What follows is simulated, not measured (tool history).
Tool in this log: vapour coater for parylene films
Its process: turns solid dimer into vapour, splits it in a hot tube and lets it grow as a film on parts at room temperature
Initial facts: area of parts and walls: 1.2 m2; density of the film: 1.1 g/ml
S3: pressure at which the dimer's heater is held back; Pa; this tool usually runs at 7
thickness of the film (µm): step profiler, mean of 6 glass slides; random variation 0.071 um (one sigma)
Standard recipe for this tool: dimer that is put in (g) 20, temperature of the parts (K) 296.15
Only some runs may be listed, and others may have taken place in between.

{"run": 1, "hour": 0.0, "dimer that is put in (g)": 20, "temperature of the parts (K)": 296.15, "S3": 7, "thickness of the film (µm)": 8.2}
{"run": 2, "hour": 13.3, "dimer that is put in (g)": 20, "temperature of the parts (K)": 296.15, "S3": 7, "thickness of the film (µm)": 8.24}
{"run": 3, "hour": 21.5, "dimer that is put in (g)": 20, "temperature of the parts (K)": 297.15, "S3": 7, "thickness of the film (µm)": 7.77}
{"run": 4, "hour": 28.9, "dimer that is put in (g)": 20, "temperature of the parts (K)": 297.15, "S3": 7, "thickness of the film (µm)": 7.86}
{"run": 5, "hour": 41.5, "dimer that is put in (g)": 20, "temperature of the parts (K)": 296.15, "S3": 7, "thickness of the film (µm)": 8.21}
{"run": 6, "hour": 50.4, "dimer that is put in (g)": 20, "temperature of the parts (K)": 289.15, "S3": 7, "thickness of the film (µm)": 10.23}
{"run": 7, "hour": 59.5, "dimer that is put in (g)": 20, "temperature of the parts (K)": 296.15, "S3": 10.11, "thickness of the film (µm)": 7.79}
{"run": 8, "hour": 74.0, "dimer that is put in (g)": 20, "temperature of the parts (K)": 296.15, "S3": 10.11, "thickness of the film (µm)": 7.91}
{"run": 9, "hour": 85.2, "dimer that is put in (g)": 20, "temperature of the parts (K)": 296.15, "S3": 10.11, "thickness of the film (µm)": 7.73}
{"run": 10, "hour": 95.7, "dimer that is put in (g)": 20, "temperature of the parts (K)": 294.15, "S3": 7, "thickness of the film (µm)": 8.68}
{"run": 11, "hour": 110.8, "dimer that is put in (g)": 20, "temperature of the parts (K)": 294.15, "S3": 7, "thickness of the film (µm)": 8.73}
{"run": 12, "hour": 119.2, "dimer that is put in (g)": 20, "temperature of the parts (K)": 296.15, "S3": 7, "thickness of the film (µm)": 8.05}
{"run": 13, "hour": 134.4, "dimer that is put in (g)": 20, "temperature of the parts (K)": 296.15, "S3": 7, "thickness of the film (µm)": 8.11}
{"run": 14, "hour": 145.4, "dimer that is put in (g)": 20, "temperature of the parts (K)": 296.15, "S3": 7, "thickness of the film (µm)": 8.17}
{"run": 15, "hour": 157.7, "dimer that is put in (g)": 20, "temperature of the parts (K)": 296.15, "S3": 9.29, "thickness of the film (µm)": 7.93}
{"run": 16, "hour": 168.8, "dimer that is put in (g)": 20, "temperature of the parts (K)": 304.15, "S3": 7, "thickness of the film (µm)": 6.02}
{"run": 17, "hour": 182.3, "dimer that is put in (g)": 20, "temperature of the parts (K)": 304.15, "S3": 7, "thickness of the film (µm)": 6.12}
{"run": 18, "hour": 195.1, "dimer that is put in (g)": 25, "temperature of the parts (K)": 300.15, "S3": 7, "thickness of the film (µm)": 8.73}
{"run": 19, "hour": 202.3, "dimer that is put in (g)": 25, "temperature of the parts (K)": 300.15, "S3": 7, "thickness of the film (µm)": 8.73}
{"run": 20, "hour": 210.8, "dimer that is put in (g)": 25, "temperature of the parts (K)": 300.15, "S3": 7, "thickness of the film (µm)": 8.87}
{"run": 21, "hour": 222.4, "dimer that is put in (g)": 13, "temperature of the parts (K)": 306.15, "S3": 3.42, "thickness of the film (µm)": 4.04}
{"run": 22, "hour": 230.4, "dimer that is put in (g)": 20, "temperature of the parts (K)": 294.15, "S3": 7, "thickness of the film (µm)": 8.79}
{"run": 23, "hour": 238.5, "dimer that is put in (g)": 13, "temperature of the parts (K)": 289.15, "S3": 7, "thickness of the film (µm)": 6.59}
{"run": 24, "hour": 254.1, "dimer that is put in (g)": 13, "temperature of the parts (K)": 289.15, "S3": 7, "thickness of the film (µm)": 6.67}
{"run": 25, "hour": 266.5, "dimer that is put in (g)": 20, "temperature of the parts (K)": 303.15, "S3": 10.07, "thickness of the film (µm)": 6.03}
{"run": 26, "hour": 274.9, "dimer that is put in (g)": 12, "temperature of the parts (K)": 304.15, "S3": 4.52, "thickness of the film (µm)": 3.82}
{"run": 27, "hour": 284.3, "dimer that is put in (g)": 8, "temperature of the parts (K)": 295.15, "S3": 7, "thickness of the film (µm)": 3.35}

Alternative continuations, all from the tool just after run 27; predict every row:
{"run": "A", "hour": 291.7, "dimer that is put in (g)": 20, "temperature of the parts (K)": 296.15, "S3": 3.36, "thickness of the film (µm)": "?"}
{"run": "B", "hour": 291.7, "dimer that is put in (g)": 20, "temperature of the parts (K)": 292.15, "S3": 7, "thickness of the film (µm)": "?"}
{"run": "C", "hour": 291.7, "dimer that is put in (g)": 11, "temperature of the parts (K)": 294.15, "S3": 3.11, "thickness of the film (µm)": "?"}
{"run": "D", "hour": 291.7, "dimer that is put in (g)": 8, "temperature of the parts (K)": 290.15, "S3": 7, "thickness of the film (µm)": "?"}
{"run": "E", "hour": 291.7, "dimer that is put in (g)": 22, "temperature of the parts (K)": 308.15, "S3": 8.21, "thickness of the film (µm)": "?"}

run=A thickness_of_the_film_(µm)=8.74
run=B thickness_of_the_film_(µm)=9.2
run=C thickness_of_the_film_(µm)=5.2
run=D thickness_of_the_film_(µm)=3.94
run=E thickness_of_the_film_(µm)=5.75
Stripped of hidden state, with their random variation kept, the same runs would have yielded:
run=A thickness_of_the_film_(µm)=9.29
run=B thickness_of_the_film_(µm)=9.78
run=C thickness_of_the_film_(µm)=5.52
run=D thickness_of_the_film_(µm)=4.19
run=E thickness_of_the_film_(µm)=6.11

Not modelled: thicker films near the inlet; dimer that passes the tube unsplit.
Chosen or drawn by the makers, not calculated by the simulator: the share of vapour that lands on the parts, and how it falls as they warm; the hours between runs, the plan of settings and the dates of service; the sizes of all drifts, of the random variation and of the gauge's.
